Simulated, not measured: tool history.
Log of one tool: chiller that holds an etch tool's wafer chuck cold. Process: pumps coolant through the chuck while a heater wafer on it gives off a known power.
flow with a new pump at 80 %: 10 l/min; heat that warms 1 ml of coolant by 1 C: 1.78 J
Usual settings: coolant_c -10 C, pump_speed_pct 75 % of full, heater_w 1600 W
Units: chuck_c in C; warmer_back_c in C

Run 1, day 0: usual settings. Result: chuck_c 7.4 C, warmer_back_c 5.8 C.
Run 2, day 8.712: usual settings but heater_w 1431 W. Result: chuck_c 5.6 C, warmer_back_c 5.14 C.
Run 3, day 12.854: usual settings. Result: chuck_c 7.4 C, warmer_back_c 5.73 C.
Run 4, day 18.521: usual settings but pump_speed_pct 72 % of full. Result: chuck_c 8.1 C, warmer_back_c 5.86 C.
Run 5, day 25.875: usual settings but pump_speed_pct 72 % of full. Result: chuck_c 8 C, warmer_back_c 5.87 C.
Run 6, day 33.712: usual settings but pump_speed_pct 72 % of full. Result: chuck_c 8 C, warmer_back_c 5.92 C.
Run 7, day 38.779: usual settings but pump_speed_pct 97 % of full. Result: chuck_c 4.2 C, warmer_back_c 4.35 C.
At day 40.1: chiller's thermometer calibrated.
Run 8, day 46.508: usual settings but pump_speed_pct 97 % of full. Result: chuck_c 4.3 C, warmer_back_c 4.28 C.
Run 9, day 56.104: usual settings but pump_speed_pct 97 % of full. Result: chuck_c 4.3 C, warmer_back_c 4.31 C.
Run 10, day 63.025: usual settings but pump_speed_pct 97 % of full. Result: chuck_c 4.4 C, warmer_back_c 4.33 C.
Run 11, day 69.558: usual settings but pump_speed_pct 97 % of full. Result: chuck_c 4.2 C, warmer_back_c 4.29 C.
Run 12, day 75.388: usual settings but pump_speed_pct 97 % of full. Result: chuck_c 4.3 C, warmer_back_c 4.26 C.
Run 13, day 85.096: usual settings. Result: chuck_c 7.4 C, warmer_back_c 5.49 C.
Run 14, day 94.575: usual settings. Result: chuck_c 7.6 C, warmer_back_c 5.49 C.
Run 15, day 103.975: usual settings but pump_speed_pct 71 % of full. Result: chuck_c 8.3 C, warmer_back_c 5.76 C.
Run 16, day 113.433: usual settings but pump_speed_pct 71 % of full. Result: chuck_c 8.4 C, warmer_back_c 5.7 C.
Run 17, day 120.679: usual settings. Result: chuck_c 7.5 C, warmer_back_c 5.4 C.
Run 18, day 128.525: usual settings but coolant_c -5 C, heater_w 1156 W. Result: chuck_c 7.7 C, warmer_back_c 3.76 C.
Run 19, day 134.046: usual settings but heater_w 1049 W. Result: chuck_c 1.3 C, warmer_back_c 3.36 C.
Run 20, day 138.088: usual settings but coolant_c -3 C, heater_w 1841 W. Result: chuck_c 17.1 C, warmer_back_c 6.18 C.
Run 21, day 144.525: usual settings but coolant_c -1 C, pump_speed_pct 70 % of full, heater_w 1841 W. Result: chuck_c 20.5 C, warmer_back_c 6.7 C.
Run 22, day 153.15: usual settings but coolant_c -8 C, heater_w 1791 W. Result: chuck_c 11.6 C, warmer_back_c 5.97 C.
Run 23, day 157.333: usual settings but coolant_c -8 C, heater_w 1791 W. Result: chuck_c 11.6 C, warmer_back_c 5.94 C.
Run 24, day 161.658: usual settings but coolant_c -3 C, heater_w 947 W. Result: chuck_c 7.3 C, warmer_back_c 2.95 C.
At day 163.917: gauge calibrated.
Run 25, day 167.754: usual settings but coolant_c -3 C, pump_speed_pct 79 % of full, heater_w 1511 W. Result: chuck_c 13.1 C, warmer_back_c 5.2 C.
Run 26, day 173.817: usual settings but coolant_c -3 C, pump_speed_pct 79 % of full, heater_w 1511 W. Result: chuck_c 12.9 C, warmer_back_c 5.14 C.
Run 27, day 183.296: usual settings but coolant_c -13 C. Result: chuck_c 4.6 C, warmer_back_c 5.74 C.
Run 28, day 190.642: usual settings but pump_speed_pct 69 % of full. Result: chuck_c 8.7 C, warmer_back_c 6.1 C.
At day 191.167: chiller's thermometer calibrated.
Run 29, day 199.304: usual settings but pump_speed_pct 69 % of full. Result: chuck_c 8.5 C, warmer_back_c 6.18 C.
Run 30, day 205.925: usual settings but pump_speed_pct 69 % of full. Result: chuck_c 8.8 C, warmer_back_c 6.09 C.
Run 31, day 214.358: usual settings but pump_speed_pct 69 % of full. Result: chuck_c 8.7 C, warmer_back_c 6.08 C.
Run 32, day 220.042: usual settings but coolant_c -13 C, pump_speed_pct 88 % of full. Result: chuck_c 2.5 C, warmer_back_c 4.76 C.
Run 33, day 229.154: usual settings but coolant_c -8 C, pump_speed_pct 87 % of full. Result: chuck_c 7.4 C, warmer_back_c 4.79 C.

Forecast each of these 3 alternatives for the next run:
Run A, day 236.762: usual settings but coolant_c -1 C, pump_speed_pct 76 % of full, heater_w 1609 W. Result: chuck_c ?, warmer_back_c ?.
Run B, day 236.762: usual settings but coolant_c -8 C, pump_speed_pct 89 % of full. Result: chuck_c ?, warmer_back_c ?.
Run C, day 236.762: usual settings but coolant_c -1 C, pump_speed_pct 87 % of full. Result: chuck_c ?, warmer_back_c ?.

run  chuck_c  warmer_back_c
  A     16.4           5.49
  B      7.3           4.66
  C     14.5           4.77
Without the tool's hidden state the same runs would have given:
run  chuck_c  warmer_back_c
  A     16.4            5.7
  B      7.3           4.87
  C     14.4           4.98
